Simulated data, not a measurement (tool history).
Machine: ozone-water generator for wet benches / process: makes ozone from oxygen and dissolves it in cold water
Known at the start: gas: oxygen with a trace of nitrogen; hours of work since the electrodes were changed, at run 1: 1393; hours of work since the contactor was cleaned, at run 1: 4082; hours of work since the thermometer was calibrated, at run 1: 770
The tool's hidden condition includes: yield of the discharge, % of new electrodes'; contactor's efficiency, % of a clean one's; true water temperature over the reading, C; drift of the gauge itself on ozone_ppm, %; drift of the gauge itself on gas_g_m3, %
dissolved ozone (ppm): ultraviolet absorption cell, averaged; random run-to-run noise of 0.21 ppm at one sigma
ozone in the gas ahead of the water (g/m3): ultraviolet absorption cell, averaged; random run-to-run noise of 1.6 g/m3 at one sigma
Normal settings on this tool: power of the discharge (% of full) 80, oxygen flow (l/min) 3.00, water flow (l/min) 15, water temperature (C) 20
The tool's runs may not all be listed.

run	day	power of the discharge (% of full)	oxygen flow (l/min)	water flow (l/min)	water temperature (C)	hours of work since the electrodes were changed	hours of work since the contactor was cleaned	hours of work since the thermometer was calibrated	dissolved ozone (ppm)	ozone in the gas ahead of the water (g/m3)
1	0.000	80	3.00	15	20	1393	4082	770	30.2	304.8
2	1.900	80	3.00	15	20	1429	4118	805	30.1	304.7
3	3.279	80	3.00	15	20	1455	4144	831	30.2	307.4
4	4.358	80	3.00	11	20	1475	4165	852	37.7	305.4
5	5.658	47	3.00	11	20	1500	4189	876	26.1	212.6
6	7.521	47	3.00	11	20	1535	4224	912	26.0	210.4
7	8.783	80	3.00	15	13	1559	4248	935	32.6	305.1
8	9.758	80	3.00	15	13	1577	4266	954	32.6	309.4
9	10.967	80	3.00	15	15	1600	4289	976	31.4	308.7
10	12.562	80	3.00	15	15	1630	4319	1007	31.7	308.3
11	14.642	80	3.00	15	20	1669	4358	1046	30.0	310.0
12	16.079	80	3.00	15	20	1696	4386	1073	29.6	311.0
13	17.596	80	3.00	15	26	1725	4414	1102	27.7	310.2
14	19.492	80	1.82	15	26	1761	4450	1137	27.4	420.4
15	21.196	80	1.82	15	26	1793	4482	1169	27.4	422.5
16	22.517	94	3.00	15	20	1818	4507	1194	33.8	346.3
17	23.633	47	3.00	14	20	1839	4528	1215	21.6	212.3
18	25.146	47	3.00	14	20	1867	4557	1244	21.4	209.2
19	26.033	47	3.00	14	20	1884	4573	1261	21.6	214.0
20	27.562	80	3.00	22	17	1913	4602	1289	21.9	311.6
21	28.467	48	5.08	20	19	1930	4619	1307	16.3	157.5
22	30.342	63	1.99	14	26	1965	4655	1342	24.8	336.6
23	32.267	63	1.99	14	26	2002	4691	1378	24.6	339.0
24	33.583	88	1.80	14	24	2026	4716	1403	31.7	451.8
25	35.629	43	2.07	10	14	2065	4754	1442	28.3	249.3
26	37.562	80	3.76	15	16	2101	4791	1478	31.5	274.6
27	39.512	80	3.76	15	16	2138	4828	1515	31.6	273.4
28	40.867	72	3.00	15	22	2164	4853	1540	26.8	290.8
29	42.175	80	3.00	19	13	2188	4878	1565	26.1	315.3
30	44.079	74	3.00	15	20	2224	4914	1601	28.2	295.5
31	45.458	43	1.73	14	27	2250	4940	1627	18.3	278.6
32	47.388	81	1.73	14	13	2287	4976	1663	32.8	440.7

Some steps in ozone in the gas ahead of the water (g/m3), run to run, broken into two amounts with sign: the step expected even without the hidden condition (settings, incoming material, random variation), and the rest, left for the hidden condition together with whatever gauge scatter is not in both the measured and the hidden-condition-free result:
Run 21 -> 22: power of the discharge (% of full) 48 -> 63, oxygen flow (l/min) 5.08 -> 1.99, water flow (l/min) 20 -> 14, water temperature (C) 19 -> 26. ozone in the gas ahead of the water (g/m3) +179.1: hidden state +2.8, all else +176.3.
Run 24 -> 25: power of the discharge (% of full) 88 -> 43, oxygen flow (l/min) 1.80 -> 2.07, water flow (l/min) 14 -> 10, water temperature (C) 24 -> 14. ozone in the gas ahead of the water (g/m3) -202.5: hidden state -3.1, all else -199.4.
Run 31 -> 32: power of the discharge (% of full) 43 -> 81, water temperature (C) 27 -> 13. ozone in the gas ahead of the water (g/m3) +162.1: hidden state +4.1, all else +158.0.

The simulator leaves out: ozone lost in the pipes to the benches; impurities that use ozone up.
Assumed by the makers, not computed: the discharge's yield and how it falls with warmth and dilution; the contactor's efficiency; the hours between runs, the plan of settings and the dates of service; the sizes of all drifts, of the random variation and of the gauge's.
